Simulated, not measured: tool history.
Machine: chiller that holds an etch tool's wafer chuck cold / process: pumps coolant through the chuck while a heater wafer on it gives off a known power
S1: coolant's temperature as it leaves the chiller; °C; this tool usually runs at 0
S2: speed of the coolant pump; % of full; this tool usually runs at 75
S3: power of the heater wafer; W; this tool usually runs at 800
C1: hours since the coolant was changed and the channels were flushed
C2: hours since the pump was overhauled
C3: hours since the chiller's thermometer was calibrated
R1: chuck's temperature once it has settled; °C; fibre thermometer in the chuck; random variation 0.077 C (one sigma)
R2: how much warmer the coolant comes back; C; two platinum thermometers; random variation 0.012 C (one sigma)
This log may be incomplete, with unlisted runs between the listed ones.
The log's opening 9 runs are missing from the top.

{"run": 10, "hour": 379.3, "S1": -4, "S2": 75, "S3": 800, "C1": 1257, "C2": 712, "C3": 101, "R1": 3.34, "R2": 3.98}
{"run": 11, "hour": 434.0, "S1": 0, "S2": 75, "S3": 800, "C1": 1311, "C2": 767, "C3": 156, "R1": 7.32, "R2": 3.95}
{"hour": 478.2, "done": "chiller's thermometer calibrated, once more"}
{"run": 12, "hour": 478.2, "S1": 0, "S2": 75, "S3": 800, "C1": 1355, "C2": 810, "C3": 0, "R1": 7.62, "R2": 3.98}
{"run": 13, "hour": 534.0, "S1": 0, "S2": 75, "S3": 800, "C1": 1411, "C2": 866, "C3": 56, "R1": 7.57, "R2": 3.99}
{"run": 14, "hour": 570.4, "S1": 0, "S2": 75, "S3": 800, "C1": 1447, "C2": 902, "C3": 92, "R1": 7.58, "R2": 3.98}
{"run": 15, "hour": 611.7, "S1": -3, "S2": 75, "S3": 800, "C1": 1488, "C2": 944, "C3": 133, "R1": 4.58, "R2": 3.98}
{"run": 16, "hour": 657.1, "S1": 1, "S2": 75, "S3": 800, "C1": 1534, "C2": 989, "C3": 179, "R1": 8.61, "R2": 4.01}
{"run": 17, "hour": 686.1, "S1": 8, "S2": 92, "S3": 420, "C1": 1563, "C2": 1018, "C3": 208, "R1": 11.24, "R2": 1.66}
{"run": 18, "hour": 737.0, "S1": 8, "S2": 92, "S3": 420, "C1": 1613, "C2": 1069, "C3": 259, "R1": 11.2, "R2": 1.66}
{"run": 19, "hour": 768.9, "S1": 8, "S2": 92, "S3": 420, "C1": 1645, "C2": 1101, "C3": 291, "R1": 11.25, "R2": 1.67}
{"run": 20, "hour": 815.1, "S1": 10, "S2": 64, "S3": 1117, "C1": 1692, "C2": 1147, "C3": 337, "R1": 22.52, "R2": 6.66}
{"run": 21, "hour": 865.2, "S1": 10, "S2": 64, "S3": 1117, "C1": 1742, "C2": 1197, "C3": 387, "R1": 22.51, "R2": 6.68}

Run 22 is up next; what results do you expect?
{"run": 22, "hour": 913.0, "S1": 0, "S2": 86, "S3": 1117, "C1": 1790, "C2": 1245, "C3": 435, "R1": "?", "R2": "?"}

{"run 22": {"R1": 9.39, "R2": 4.77}}
Minus the tool's unlogged condition, the same run would have read R1 9.08 °C, R2 4.74 C.
